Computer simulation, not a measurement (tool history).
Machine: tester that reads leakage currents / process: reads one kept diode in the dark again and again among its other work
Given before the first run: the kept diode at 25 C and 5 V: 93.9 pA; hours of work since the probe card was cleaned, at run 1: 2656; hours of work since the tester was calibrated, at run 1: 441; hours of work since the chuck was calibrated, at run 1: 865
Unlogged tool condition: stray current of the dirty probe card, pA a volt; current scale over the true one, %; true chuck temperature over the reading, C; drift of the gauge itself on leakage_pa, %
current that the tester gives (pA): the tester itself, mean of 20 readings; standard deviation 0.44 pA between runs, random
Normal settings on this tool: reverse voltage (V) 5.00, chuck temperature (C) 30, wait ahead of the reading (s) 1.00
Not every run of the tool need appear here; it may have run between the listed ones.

run,hour,reverse voltage (V),chuck temperature (C),wait ahead of the reading (s),hours of work since the probe card was cleaned,hours of work since the tester was calibrated,hours of work since the chuck was calibrated,current that the tester gives (pA)
1,0.0,5.00,30,1.00,2656,441,865,166.69
2,44.6,7.46,30,1.00,2687,472,896,202.58
3,91.1,5.00,30,1.00,2719,504,928,165.91
4,159.7,5.00,54,1.00,2767,551,976,1045.82
5,216.1,5.00,54,1.00,2806,590,1015,1042.29
# hour 270.3: chuck's temperature calibrated
6,270.3,5.00,54,1.00,2842,626,0,982.29
7,323.6,5.00,30,1.00,2879,663,37,157.21
8,395.9,3.31,30,1.00,2929,713,87,127.72
9,426.8,3.31,30,1.00,2950,735,108,127.75
10,483.1,3.31,30,1.00,2989,774,147,129.08
11,548.7,3.31,30,1.00,3034,819,193,129.76
12,594.4,3.31,30,1.01,3066,851,224,129.13
13,659.4,5.00,24,1.00,3111,895,269,99.68
14,719.4,5.00,24,1.00,3153,937,311,99.86
15,772.6,5.00,25,1.00,3189,974,347,108.39
16,809.8,3.35,30,1.00,3215,999,373,131.49
17,873.8,3.35,30,1.00,3259,1044,417,132.80
18,906.6,3.35,30,1.00,3282,1066,440,132.60
19,979.3,3.35,30,1.00,3332,1117,490,133.22
20,1027.6,5.00,30,1.00,3366,1150,524,164.29
# hour 1035.7: probe card cleaned and baked
21,1104.3,5.00,47,7.60,47,1201,575,618.91
22,1155.4,13.15,47,0.56,83,1236,610,989.96
23,1202.6,7.01,30,8.67,115,1269,643,203.68
24,1257.4,5.00,41,0.79,153,1307,681,397.23
25,1312.8,4.81,22,0.61,192,1345,719,92.72
26,1368.3,5.00,41,1.28,230,1384,757,399.86
27,1411.4,5.00,41,1.28,260,1413,787,400.00
# hour 1480.0: probe card cleaned and baked, once more
28,1485.1,1.46,20,1.00,3,1462,836,36.36
29,1542.8,5.22,26,1.96,43,1502,876,113.53
30,1593.4,1.10,37,2.02,78,1537,911,136.74
31,1626.4,1.10,37,2.02,101,1560,934,137.01
32,1697.7,5.00,48,1.00,150,1609,983,662.85
33,1772.9,2.36,41,2.03,203,1661,1035,271.59
# hour 1800.7: chuck's temperature calibrated
34,1839.9,2.36,41,2.03,248,1706,27,255.24
35,1893.6,2.15,30,0.85,285,1743,64,98.88
36,1960.2,2.15,30,0.85,331,1789,110,98.80
37,1997.3,4.51,57,0.85,356,1815,136,1157.56
38,2051.2,2.11,30,1.23,394,1852,173,98.21
39,2098.6,2.11,30,1.07,426,1885,206,99.12
40,2131.5,11.38,40,2.99,449,1908,229,504.78

Branching from run 40: 3 alternative next runs. What would each branch give?
A,2200.4,8.87,37,0.70,497,1956,276,?
B,2200.4,11.38,32,2.99,497,1956,276,?
C,2200.4,2.59,29,2.41,497,1956,276,?

run,current that the tester gives (pA)
A,354.70
B,264.11
C,100.22
With the hidden condition removed and each run's random variation left untouched, the same runs would have given:
run,current that the tester gives (pA)
A,343.39
B,253.87
C,96.85
